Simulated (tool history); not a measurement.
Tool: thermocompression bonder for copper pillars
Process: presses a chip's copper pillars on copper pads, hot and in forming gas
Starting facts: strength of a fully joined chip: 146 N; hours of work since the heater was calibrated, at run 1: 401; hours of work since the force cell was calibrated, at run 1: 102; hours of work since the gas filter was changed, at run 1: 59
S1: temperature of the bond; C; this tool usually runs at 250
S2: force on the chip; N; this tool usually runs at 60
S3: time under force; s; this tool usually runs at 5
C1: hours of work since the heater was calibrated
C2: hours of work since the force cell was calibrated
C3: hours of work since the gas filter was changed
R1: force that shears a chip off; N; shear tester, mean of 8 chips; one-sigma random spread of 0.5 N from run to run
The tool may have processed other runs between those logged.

run     day   S1  S2  S3   C1   C2   C3    R1
  1       0  250  60   5  401  102   59  49.3
  2   1.817  250  60   5  433  133   90  49.8
  3   3.283  250  60   5  458  158  116  49.1
  4   4.667  274  60   5  482  182  140  66.9
      6.154  -- forming gas filter changed
  5   6.512  274  60   5  514  214    6  69.9
  6   8.121  250  60   5  541  242   34  50.1
  7   9.821  247  60   9  571  271   63  59.6
  8  11.129  250  42   3  593  294   86  28.6
  9  11.888  250  60   6  606  307   99  52.1
 10  13.708  233  60   7  638  338  131  42.4
 11  14.875  251  57   3  658  358  151  37.9

Below are 3 alternative next runs, each starting from the tool's condition after run 11. Predict each:
     15.738  -- forming gas filter changed
     16.096  -- heater calibrated with a thermocouple chip
  A  16.617  248  63   3   9  387  14   ?
     15.738  -- forming gas filter changed
     16.096  -- heater calibrated with a thermocouple chip
  B  16.617  278  76   3   9  387  14   ?
     15.738  -- forming gas filter changed
     16.096  -- heater calibrated with a thermocouple chip
  C  16.617  250  58   4   9  387  14   ?

run    R1
  A  44.2
  B  76.5
  C  47.6
Without the tool's hidden state the same runs would have given:
run    R1
  A  45.7
  B  78.7
  C  49.3
